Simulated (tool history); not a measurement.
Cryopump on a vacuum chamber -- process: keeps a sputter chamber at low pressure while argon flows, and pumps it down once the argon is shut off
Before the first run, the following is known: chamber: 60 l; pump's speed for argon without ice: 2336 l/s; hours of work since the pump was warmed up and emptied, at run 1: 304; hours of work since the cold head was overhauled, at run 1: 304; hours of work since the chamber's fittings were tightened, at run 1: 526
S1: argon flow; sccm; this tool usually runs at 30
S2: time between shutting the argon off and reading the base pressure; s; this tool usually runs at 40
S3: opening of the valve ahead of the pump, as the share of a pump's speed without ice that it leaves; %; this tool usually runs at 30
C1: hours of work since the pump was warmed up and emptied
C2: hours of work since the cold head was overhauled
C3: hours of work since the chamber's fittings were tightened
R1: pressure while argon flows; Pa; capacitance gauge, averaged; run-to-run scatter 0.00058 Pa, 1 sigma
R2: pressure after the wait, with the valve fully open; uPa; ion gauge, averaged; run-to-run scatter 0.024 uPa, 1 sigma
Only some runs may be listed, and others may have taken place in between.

run   hour  S1   S2  S3   C1   C2    C3      R1    R2
  1    0.0  30   40  30  304  304   526  0.0791  1.26
  2   19.5  30   40  30  318  318   540  0.0779  1.23
  3   38.6  30   40  30  332  332   554  0.0785  1.27
  4   62.8  30   40  30  350  350   572  0.0793  1.26
      71.7  -- pump warmed up, emptied and cooled again
  5   97.9  30   40  30   19  372   594  0.0733  1.16
  6  120.4  30   40  30   36  389   611  0.0721  1.16
  7  142.5  16   40  30   52  405   627  0.0390  1.18
  8  170.0  16   40  30   72  425   647  0.0392  1.25
  9  201.7  16   40  30   96  449   671  0.0404  1.22
 10  221.5  16   40  30  110  463   685  0.0395  1.27
 11  245.1  16   40  30  128  480   702  0.0401  1.20
 12  276.2  17   40  30  151  503   725  0.0415  1.32
 13  297.2  17   40  30  166  519   741  0.0425  1.28
 14  324.0  17   40  30  186  538   761  0.0427  1.31
 15  341.9  52   40  41  199  552   774  0.0960  1.31
 16  357.7  52   40  41  211  563   785  0.0992  1.34
 17  381.4  52   40  41  228  581   803  0.0986  1.36
 18  397.9  44  225  30  240  593   815  0.1122  0.70
 19  424.2  20   40  56  260  612   834  0.0292  1.36
 20  455.6  36   40  16  283  635   857  0.1684  1.38
 21  478.4  27   81  59  299  652   874  0.0367  1.04
 22  505.4  27   36  43  319  672   894  0.0507  1.52
 23  525.6  27   36  43  334  687   909  0.0504  1.55
 24  543.0  42  103  50  347  700   922  0.0692  0.98
     556.6  -- pump warmed up, emptied and cooled again
 25  578.4  50   40  30   16  722   944  0.1216  1.39
 26  607.0  34   34  27   37  743   965  0.0911  1.50
 27  628.3  27   40  18   53  759   981  0.1087  1.36
 28  655.0  27  215  18   72  779  1001  0.1098  0.77

Branching from run 28: 5 alternative next runs. What would each branch give?
  A  675.2  54   40  35  87  793  1015   ?   ?
  B  675.2  27  215  16  87  793  1015   ?   ?
  C  675.2  55   40  26  87  793  1015   ?   ?
  D  675.2  27  215  28  87  793  1015   ?   ?
  E  675.2  49   51  30  87  793  1015   ?   ?

run      R1    R2
  A  0.1140  1.34
  B  0.1243  0.75
  C  0.1553  1.42
  D  0.0706  0.74
  E  0.1216  1.20
With no hidden state in the tool, these same runs would have given:
run      R1    R2
  A  0.1114  0.86
  B  0.1230  0.26
  C  0.1526  0.93
  D  0.0693  0.25
  E  0.1192  0.71

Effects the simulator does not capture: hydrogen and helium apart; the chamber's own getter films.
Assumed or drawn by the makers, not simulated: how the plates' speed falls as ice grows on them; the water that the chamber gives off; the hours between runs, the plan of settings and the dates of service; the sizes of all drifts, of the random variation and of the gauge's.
